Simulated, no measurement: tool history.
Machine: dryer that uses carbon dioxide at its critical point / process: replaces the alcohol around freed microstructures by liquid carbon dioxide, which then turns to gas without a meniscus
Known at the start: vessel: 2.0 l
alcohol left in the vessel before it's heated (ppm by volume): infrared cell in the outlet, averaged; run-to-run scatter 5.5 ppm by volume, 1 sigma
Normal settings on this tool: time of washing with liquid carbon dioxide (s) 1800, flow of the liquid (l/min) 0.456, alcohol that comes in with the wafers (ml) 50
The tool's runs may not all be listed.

run,hour,time of washing with liquid carbon dioxide (s),flow of the liquid (l/min),alcohol that comes in with the wafers (ml),alcohol left in the vessel before it's heated (ppm by volume)
1,0.0,1800,0.456,50,180
2,21.2,1800,0.490,50,141
3,34.3,1800,0.490,97,251
4,43.6,1800,0.456,50,194
5,58.9,1800,0.456,50,207
6,74.2,2100,0.456,50,121
7,93.1,1800,0.456,21,124
8,113.7,1800,0.456,21,127
9,124.7,1800,0.456,21,129
10,135.0,1800,0.456,25,142
11,155.8,1800,0.456,25,146
12,171.8,1800,0.566,50,105
13,192.3,1800,0.456,50,250
14,201.5,1800,0.456,50,244
15,210.5,1800,0.456,50,253
16,224.2,1920,0.456,50,200
17,242.7,1740,0.456,50,297
18,258.1,1740,0.456,50,292
19,269.9,1800,0.456,73,359
20,284.7,1800,0.456,73,361
21,297.7,1800,0.456,50,280
22,311.7,1800,0.456,50,278
23,330.2,1800,0.456,50,282
24,347.1,1800,0.456,50,291
25,360.8,1800,0.660,84,134
26,379.9,1800,0.660,84,129
27,396.5,1800,0.660,84,131
28,411.6,1380,0.456,95,1284
29,431.8,1380,0.456,95,1270
30,450.5,2580,0.456,71,147
31,462.6,1980,0.550,37,144
32,474.4,1800,0.456,37,267
33,485.4,1860,0.291,37,951
34,504.3,1320,0.672,53,270
35,523.6,1320,0.672,53,266
36,539.8,1500,0.279,21,1120
37,556.2,1500,0.279,21,1141
38,567.7,1500,0.618,38,214
39,577.4,1500,0.618,38,224
40,590.1,1500,0.618,38,234
# hour 593.0: inlet filter changed
41,608.4,1140,0.503,68,1072
42,628.8,1140,0.503,68,1099
43,645.8,2460,0.280,55,548
44,660.6,1380,0.411,99,1634
45,673.1,2460,0.569,101,166
46,694.3,2460,0.766,101,148
47,708.2,2760,0.369,73,225

Here are 3 independent what-if runs from the current tool condition. What would each one return?
A,725.5,2760,0.605,29,?
B,725.5,2400,0.456,29,?
C,725.5,1140,0.413,32,?

run,alcohol left in the vessel before it's heated (ppm by volume)
A,166
B,178
C,1020
Stripped of hidden state, with their random variation kept, the same runs would have yielded:
run,alcohol left in the vessel before it's heated (ppm by volume)
A,11
B,18
C,826

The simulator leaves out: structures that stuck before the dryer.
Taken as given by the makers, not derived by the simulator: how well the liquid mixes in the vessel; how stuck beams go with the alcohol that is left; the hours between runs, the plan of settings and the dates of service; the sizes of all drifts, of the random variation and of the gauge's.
